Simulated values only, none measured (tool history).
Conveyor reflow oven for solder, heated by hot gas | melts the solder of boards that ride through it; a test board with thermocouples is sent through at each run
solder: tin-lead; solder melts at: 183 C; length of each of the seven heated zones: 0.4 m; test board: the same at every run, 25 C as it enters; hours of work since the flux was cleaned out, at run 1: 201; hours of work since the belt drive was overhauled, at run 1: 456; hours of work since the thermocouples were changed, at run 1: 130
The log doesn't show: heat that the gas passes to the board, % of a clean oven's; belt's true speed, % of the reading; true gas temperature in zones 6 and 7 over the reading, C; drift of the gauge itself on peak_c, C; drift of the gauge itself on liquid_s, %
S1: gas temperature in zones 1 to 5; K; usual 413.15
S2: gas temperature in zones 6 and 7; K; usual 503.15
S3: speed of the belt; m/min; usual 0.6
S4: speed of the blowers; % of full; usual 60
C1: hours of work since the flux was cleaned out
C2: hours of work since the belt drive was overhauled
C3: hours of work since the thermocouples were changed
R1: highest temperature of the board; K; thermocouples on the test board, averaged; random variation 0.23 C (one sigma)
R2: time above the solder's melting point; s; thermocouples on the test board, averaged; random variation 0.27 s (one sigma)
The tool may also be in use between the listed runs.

run	hour	S1	S2	S3	S4	C1	C2	C3	R1	R2
1	0	413.15	503.15	0.6	60	201	456	130	487.95	59.6
2	10.4	417.15	503.15	0.6	60	207	463	136	489.05	61.7
3	20.9	417.15	516.15	0.6	60	214	470	143	500.05	69.4
4	36.7	413.15	503.15	0.6	60	224	480	153	488.05	59.1
5	47.2	413.15	503.15	0.6	60	231	487	160	488.45	59.3
6	67.5	413.15	503.15	0.6	60	244	500	173	488.05	59.3
7	77.7	413.15	503.15	0.6	60	250	506	179	488.15	59.4
8	91.3	413.15	503.15	0.6	60	259	515	188	487.85	59
9	106.4	413.15	503.15	0.6	60	269	524	198	488.15	59.1
10	120.1	413.15	503.15	0.6	84	277	533	206	491.75	63.1
11	131.5	420.15	503.15	0.6	60	285	540	214	489.35	63.1
12	141.9	413.15	503.15	0.6	60	291	547	220	487.85	59.3
13	151.5	413.15	503.15	0.6	60	297	553	226	488.05	59.6
14	162.2	413.15	496.15	0.6	60	304	560	233	482.05	53.4
15	178	415.15	503.15	0.6	58	314	570	243	487.75	59.9
16	192	415.15	503.15	0.6	58	323	579	252	488.35	59.5
17	200.4	404.15	505.15	0.563	90	329	584	258	494.55	65.9
18	210.2	411.15	501.15	0.549	64	335	591	264	489.15	65.2
# hour 218.4: flux residue cleaned out of gas plates and filters
19	234.8	410.15	511.15	0.6	76	11	603	276	497.55	65.4
20	255.3	410.15	505.15	0.6	76	24	616	289	492.15	61.4
21	266.5	400.15	503.15	0.6	72	31	623	297	488.25	55.3
22	276.6	413.15	499.15	0.6	60	37	630	303	484.65	56.4
23	292.4	413.15	499.15	0.6	60	47	640	313	484.55	56.5
24	304.8	413.15	499.15	0.6	60	55	648	321	484.75	56.6
25	321.2	410.15	495.15	0.585	80	66	658	332	484.15	57.2
26	329.9	410.15	495.15	0.491	88	71	664	337	488.65	75.6

3 ways to go on from here, each from the tool as it stands after run 26. What would each give?
A	344.4	398.15	507.15	0.657	88	80	673	346	?	?
B	344.4	410.15	506.15	0.553	50	80	673	346	?	?
C	344.4	413.15	503.15	0.583	60	80	673	346	?	?

run	R1	R2
A	491.15	51.5
B	491.15	65.4
C	488.75	62
Without the tool's hidden state the same runs would have given:
run	R1	R2
A	491.05	51.4
B	490.95	65.3
C	488.65	61.8
